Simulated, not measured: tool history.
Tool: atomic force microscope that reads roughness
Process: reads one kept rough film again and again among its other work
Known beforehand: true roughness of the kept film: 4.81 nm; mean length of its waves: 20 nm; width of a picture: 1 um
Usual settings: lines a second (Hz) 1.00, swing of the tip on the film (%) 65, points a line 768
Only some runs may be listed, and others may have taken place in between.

run,hour,lines a second (Hz),swing of the tip on the film (%),points a line,roughness of the kept film (nm (root mean square))
1,0.0,1.00,65,768,3.108
2,15.6,1.00,65,768,3.093
3,40.8,1.00,65,768,3.092
4,64.7,1.00,65,768,3.074
5,75.7,1.00,65,768,3.105
6,95.4,1.00,65,768,3.088
7,112.0,1.00,65,768,3.076
8,126.2,1.00,65,768,3.075
9,144.8,1.00,65,768,3.090
# hour 150.1: new tip fitted
10,157.7,3.78,65,768,2.772
11,168.5,3.78,65,768,2.749
12,189.6,3.78,65,768,2.760
13,209.7,1.00,65,437,3.082
14,228.9,1.00,65,258,3.005
15,252.0,1.49,65,768,3.038
16,268.4,1.49,65,768,3.021
17,293.7,1.49,65,768,3.028
18,314.7,1.49,65,768,3.046
# hour 332.1: new tip fitted
19,334.5,1.49,65,768,3.031
20,349.5,1.49,65,768,3.045
21,373.7,1.00,65,768,3.098
22,391.4,1.00,65,768,3.082
23,405.4,1.00,65,768,3.096
24,417.0,1.00,65,576,3.090
25,434.5,1.00,65,576,3.085
26,452.5,1.00,65,768,3.096
27,468.5,1.00,65,768,3.081
28,484.3,0.62,65,768,3.137
29,505.4,1.23,74,456,2.935
# hour 513.2: new tip fitted
30,529.9,0.61,88,456,2.942
31,549.7,1.13,83,1016,2.855
32,564.4,0.65,73,388,3.063
33,588.2,0.65,73,388,3.055
34,611.4,1.00,81,377,2.878
35,635.4,1.00,81,377,2.867
36,656.7,1.93,62,1014,3.009
37,674.6,0.81,81,329,2.912
38,691.5,0.81,81,329,2.905
# hour 694.0: new tip fitted
39,706.2,1.00,60,768,3.149
40,730.6,2.43,70,601,2.800
41,752.6,1.57,77,742,2.824
42,765.9,3.96,79,258,2.231
43,786.6,0.72,60,291,3.072
44,811.4,2.44,65,862,2.908
45,830.5,2.44,65,862,2.901
46,842.8,2.44,61,554,2.956
47,862.4,2.44,61,554,2.958
# hour 874.9: new tip fitted
48,886.2,2.39,83,621,2.497
49,907.4,1.16,63,768,3.093
50,929.6,3.42,70,339,2.632
51,943.5,3.42,63,339,2.789

Here are 5 independent what-if runs from the current tool condition. What would each one return?
A,970.2,3.42,62,339,?
B,970.2,1.91,65,823,?
C,970.2,3.42,63,918,?
D,970.2,3.99,69,339,?
E,970.2,1.43,65,621,?

run,roughness of the kept film (nm (root mean square))
A,2.815
B,2.976
C,2.852
D,2.579
E,3.010
Without the tool's unlogged condition, the same runs would have read:
run,roughness of the kept film (nm (root mean square))
A,2.822
B,2.984
C,2.860
D,2.586
E,3.018
